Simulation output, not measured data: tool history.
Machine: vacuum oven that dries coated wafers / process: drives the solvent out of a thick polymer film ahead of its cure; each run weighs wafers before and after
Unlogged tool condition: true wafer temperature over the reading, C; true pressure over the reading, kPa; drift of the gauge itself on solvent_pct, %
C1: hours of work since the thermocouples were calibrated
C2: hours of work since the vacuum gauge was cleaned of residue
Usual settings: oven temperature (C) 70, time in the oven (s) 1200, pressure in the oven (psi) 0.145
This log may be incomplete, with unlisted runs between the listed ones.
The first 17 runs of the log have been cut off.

run 18 hour=381.6 | oven_temperature_(C)=71 time_in_the_oven_(s)=660 pressure_in_the_oven_(psi)=0.088 | C1=774 C2=833 | solvent_left_in_the_film_(%)=4.18
run 19 hour=398 | oven_temperature_(C)=56 time_in_the_oven_(s)=720 pressure_in_the_oven_(psi)=0.231 | C1=784 C2=843 | solvent_left_in_the_film_(%)=8.65
run 20 hour=414.8 | oven_temperature_(C)=56 time_in_the_oven_(s)=720 pressure_in_the_oven_(psi)=0.231 | C1=795 C2=853 | solvent_left_in_the_film_(%)=8.23
run 21 hour=431.6 | oven_temperature_(C)=82 time_in_the_oven_(s)=1500 pressure_in_the_oven_(psi)=0.145 | C1=805 C2=864 | solvent_left_in_the_film_(%)=0.38
-- hour=440.8 oven's thermocouples calibrated
run 22 hour=465.2 | oven_temperature_(C)=64 time_in_the_oven_(s)=1500 pressure_in_the_oven_(psi)=0.145 | C1=15 C2=883 | solvent_left_in_the_film_(%)=3.21
run 23 hour=485.6 | oven_temperature_(C)=64 time_in_the_oven_(s)=1500 pressure_in_the_oven_(psi)=0.145 | C1=28 C2=896 | solvent_left_in_the_film_(%)=3.35
run 24 hour=520 | oven_temperature_(C)=72 time_in_the_oven_(s)=1200 pressure_in_the_oven_(psi)=0.145 | C1=49 C2=917 | solvent_left_in_the_film_(%)=1.78
run 25 hour=542.9 | oven_temperature_(C)=72 time_in_the_oven_(s)=1560 pressure_in_the_oven_(psi)=0.148 | C1=63 C2=931 | solvent_left_in_the_film_(%)=1.23
run 26 hour=576.3 | oven_temperature_(C)=72 time_in_the_oven_(s)=1560 pressure_in_the_oven_(psi)=0.281 | C1=83 C2=951 | solvent_left_in_the_film_(%)=1.51
run 27 hour=608.4 | oven_temperature_(C)=61 time_in_the_oven_(s)=1200 pressure_in_the_oven_(psi)=0.107 | C1=103 C2=971 | solvent_left_in_the_film_(%)=4.92
run 28 hour=638.9 | oven_temperature_(C)=79 time_in_the_oven_(s)=1200 pressure_in_the_oven_(psi)=0.196 | C1=122 C2=990 | solvent_left_in_the_film_(%)=0.81
run 29 hour=656.1 | oven_temperature_(C)=79 time_in_the_oven_(s)=1200 pressure_in_the_oven_(psi)=0.196 | C1=132 C2=1000 | solvent_left_in_the_film_(%)=0.74
run 30 hour=681.6 | oven_temperature_(C)=79 time_in_the_oven_(s)=1320 pressure_in_the_oven_(psi)=0.084 | C1=148 C2=1016 | solvent_left_in_the_film_(%)=0.39
run 31 hour=700.6 | oven_temperature_(C)=79 time_in_the_oven_(s)=1320 pressure_in_the_oven_(psi)=0.084 | C1=160 C2=1028 | solvent_left_in_the_film_(%)=0.37
run 32 hour=727 | oven_temperature_(C)=56 time_in_the_oven_(s)=1200 pressure_in_the_oven_(psi)=0.145 | C1=176 C2=1044 | solvent_left_in_the_film_(%)=6.77
run 33 hour=751 | oven_temperature_(C)=81 time_in_the_oven_(s)=1560 pressure_in_the_oven_(psi)=0.103 | C1=191 C2=1059 | solvent_left_in_the_film_(%)=0.34

Here are 5 independent what-if runs from the current tool condition. What would each one return?
run A hour=765 | oven_temperature_(C)=74 time_in_the_oven_(s)=1020 pressure_in_the_oven_(psi)=0.165 | C1=199 C2=1067 | solvent_left_in_the_film_(%)=?
run B hour=765 | oven_temperature_(C)=81 time_in_the_oven_(s)=1800 pressure_in_the_oven_(psi)=0.103 | C1=199 C2=1067 | solvent_left_in_the_film_(%)=?
run C hour=765 | oven_temperature_(C)=58 time_in_the_oven_(s)=1080 pressure_in_the_oven_(psi)=0.103 | C1=199 C2=1067 | solvent_left_in_the_film_(%)=?
run D hour=765 | oven_temperature_(C)=70 time_in_the_oven_(s)=720 pressure_in_the_oven_(psi)=0.145 | C1=199 C2=1067 | solvent_left_in_the_film_(%)=?
run E hour=765 | oven_temperature_(C)=69 time_in_the_oven_(s)=1200 pressure_in_the_oven_(psi)=0.126 | C1=199 C2=1067 | solvent_left_in_the_film_(%)=?

run=A solvent_left_in_the_film_(%)=1.77
run=B solvent_left_in_the_film_(%)=0.27
run=C solvent_left_in_the_film_(%)=6.34
run=D solvent_left_in_the_film_(%)=4.09
run=E solvent_left_in_the_film_(%)=2.49
With no hidden state in the tool, these same runs would have given:
run=A solvent_left_in_the_film_(%)=1.65
run=B solvent_left_in_the_film_(%)=0.21
run=C solvent_left_in_the_film_(%)=6.18
run=D solvent_left_in_the_film_(%)=3.94
run=E solvent_left_in_the_film_(%)=2.33
